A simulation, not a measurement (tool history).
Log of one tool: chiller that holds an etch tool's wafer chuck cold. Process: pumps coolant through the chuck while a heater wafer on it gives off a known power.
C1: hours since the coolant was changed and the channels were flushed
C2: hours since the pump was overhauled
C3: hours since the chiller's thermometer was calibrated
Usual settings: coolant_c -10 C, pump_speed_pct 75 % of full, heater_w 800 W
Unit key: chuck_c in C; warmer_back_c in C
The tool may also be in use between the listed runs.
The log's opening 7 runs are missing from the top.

{"run": 8, "day": 28.388, "coolant_c": -2, "pump_speed_pct": 75, "heater_w": 800, "C1": 3078, "C2": 3994, "C3": 279, "chuck_c": 2.9, "warmer_back_c": 2.0}
{"run": 9, "day": 32.988, "coolant_c": -3, "pump_speed_pct": 75, "heater_w": 800, "C1": 3188, "C2": 4104, "C3": 389, "chuck_c": 2.0, "warmer_back_c": 1.97}
{"run": 10, "day": 37.021, "coolant_c": -10, "pump_speed_pct": 75, "heater_w": 834, "C1": 3285, "C2": 4201, "C3": 486, "chuck_c": -4.7, "warmer_back_c": 2.1}
{"run": 11, "day": 42.133, "coolant_c": -10, "pump_speed_pct": 75, "heater_w": 759, "C1": 3408, "C2": 4324, "C3": 609, "chuck_c": -5.1, "warmer_back_c": 2.01}
{"day": 48.65, "done": "coolant pump overhauled"}
{"run": 12, "day": 49.421, "coolant_c": -10, "pump_speed_pct": 75, "heater_w": 759, "C1": 3578, "C2": 19, "C3": 779, "chuck_c": -5.2, "warmer_back_c": 1.92}
{"run": 13, "day": 56.15, "coolant_c": -10, "pump_speed_pct": 75, "heater_w": 759, "C1": 3739, "C2": 180, "C3": 940, "chuck_c": -5.2, "warmer_back_c": 1.99}
{"run": 14, "day": 61.012, "coolant_c": -10, "pump_speed_pct": 75, "heater_w": 759, "C1": 3856, "C2": 297, "C3": 1057, "chuck_c": -5.5, "warmer_back_c": 2.05}
{"run": 15, "day": 64.029, "coolant_c": -10, "pump_speed_pct": 75, "heater_w": 800, "C1": 3928, "C2": 369, "C3": 1129, "chuck_c": -5.0, "warmer_back_c": 2.14}
{"run": 16, "day": 67.375, "coolant_c": -10, "pump_speed_pct": 75, "heater_w": 971, "C1": 4008, "C2": 449, "C3": 1210, "chuck_c": -4.0, "warmer_back_c": 2.58}
{"run": 17, "day": 70.838, "coolant_c": -10, "pump_speed_pct": 75, "heater_w": 487, "C1": 4091, "C2": 532, "C3": 1293, "chuck_c": -7.0, "warmer_back_c": 1.46}
{"day": 74.621, "done": "gauge calibrated"}
{"run": 18, "day": 77.538, "coolant_c": -10, "pump_speed_pct": 75, "heater_w": 487, "C1": 4252, "C2": 693, "C3": 1454, "chuck_c": -7.0, "warmer_back_c": 1.13}
{"run": 19, "day": 81.479, "coolant_c": -7, "pump_speed_pct": 67, "heater_w": 1080, "C1": 4347, "C2": 788, "C3": 1548, "chuck_c": 0.3, "warmer_back_c": 2.86}
{"run": 20, "day": 88.021, "coolant_c": -6, "pump_speed_pct": 76, "heater_w": 1197, "C1": 4504, "C2": 945, "C3": 1705, "chuck_c": 1.4, "warmer_back_c": 2.85}
{"run": 21, "day": 92.292, "coolant_c": -6, "pump_speed_pct": 76, "heater_w": 744, "C1": 4606, "C2": 1047, "C3": 1808, "chuck_c": -1.5, "warmer_back_c": 1.81}
{"run": 22, "day": 97.442, "coolant_c": -13, "pump_speed_pct": 62, "heater_w": 744, "C1": 4730, "C2": 1171, "C3": 1931, "chuck_c": -7.4, "warmer_back_c": 2.25}
{"day": 102.125, "done": "chiller's thermometer calibrated"}
{"run": 23, "day": 102.75, "coolant_c": -10, "pump_speed_pct": 94, "heater_w": 718, "C1": 4856, "C2": 1297, "C3": 15, "chuck_c": -6.3, "warmer_back_c": 1.45}
{"run": 24, "day": 109.729, "coolant_c": -10, "pump_speed_pct": 62, "heater_w": 800, "C1": 5024, "C2": 1465, "C3": 183, "chuck_c": -4.2, "warmer_back_c": 2.41}
{"run": 25, "day": 114.388, "coolant_c": -19, "pump_speed_pct": 63, "heater_w": 819, "C1": 5136, "C2": 1577, "C3": 294, "chuck_c": -13.1, "warmer_back_c": 2.44}
{"day": 120.521, "done": "coolant changed, channels flushed"}
{"run": 26, "day": 120.754, "coolant_c": -19, "pump_speed_pct": 77, "heater_w": 603, "C1": 6, "C2": 1723, "C3": 441, "chuck_c": -15.2, "warmer_back_c": 1.55}
{"run": 27, "day": 127.592, "coolant_c": -4, "pump_speed_pct": 76, "heater_w": 1047, "C1": 170, "C2": 1888, "C3": 605, "chuck_c": 2.4, "warmer_back_c": 2.66}
{"run": 28, "day": 133.571, "coolant_c": -4, "pump_speed_pct": 76, "heater_w": 610, "C1": 313, "C2": 2031, "C3": 749, "chuck_c": -0.2, "warmer_back_c": 1.67}
{"run": 29, "day": 139.492, "coolant_c": -10, "pump_speed_pct": 61, "heater_w": 860, "C1": 455, "C2": 2173, "C3": 891, "chuck_c": -3.5, "warmer_back_c": 2.74}
{"run": 30, "day": 145.692, "coolant_c": -1, "pump_speed_pct": 85, "heater_w": 675, "C1": 604, "C2": 2322, "C3": 1040, "chuck_c": 2.8, "warmer_back_c": 1.69}
{"run": 31, "day": 149.554, "coolant_c": -10, "pump_speed_pct": 99, "heater_w": 459, "C1": 697, "C2": 2415, "C3": 1132, "chuck_c": -7.6, "warmer_back_c": 1.14}
{"day": 154.446, "done": "gauge calibrated"}
{"run": 32, "day": 154.533, "coolant_c": -8, "pump_speed_pct": 99, "heater_w": 459, "C1": 816, "C2": 2534, "C3": 1252, "chuck_c": -5.7, "warmer_back_c": 0.83}

4 options for the next run, each taken on its own from the tool as it stands now. Forecast them:
{"run": "A", "day": 157.879, "coolant_c": -2, "pump_speed_pct": 66, "heater_w": 472, "C1": 897, "C2": 2614, "C3": 1332, "chuck_c": "?", "warmer_back_c": "?"}
{"run": "B", "day": 157.879, "coolant_c": -17, "pump_speed_pct": 69, "heater_w": 798, "C1": 897, "C2": 2614, "C3": 1332, "chuck_c": "?", "warmer_back_c": "?"}
{"run": "C", "day": 157.879, "coolant_c": -10, "pump_speed_pct": 61, "heater_w": 800, "C1": 897, "C2": 2614, "C3": 1332, "chuck_c": "?", "warmer_back_c": "?"}
{"run": "D", "day": 157.879, "coolant_c": -5, "pump_speed_pct": 83, "heater_w": 800, "C1": 897, "C2": 2614, "C3": 1332, "chuck_c": "?", "warmer_back_c": "?"}

run=A chuck_c=1.4 warmer_back_c=1.29
run=B chuck_c=-11.8 warmer_back_c=2.11
run=C chuck_c=-4.1 warmer_back_c=2.32
run=D chuck_c=-0.4 warmer_back_c=1.70
With the hidden condition removed and each run's random variation left untouched, the same runs would have given:
run=A chuck_c=1.4 warmer_back_c=1.27
run=B chuck_c=-11.8 warmer_back_c=2.10
run=C chuck_c=-4.1 warmer_back_c=2.30
run=D chuck_c=-0.4 warmer_back_c=1.68

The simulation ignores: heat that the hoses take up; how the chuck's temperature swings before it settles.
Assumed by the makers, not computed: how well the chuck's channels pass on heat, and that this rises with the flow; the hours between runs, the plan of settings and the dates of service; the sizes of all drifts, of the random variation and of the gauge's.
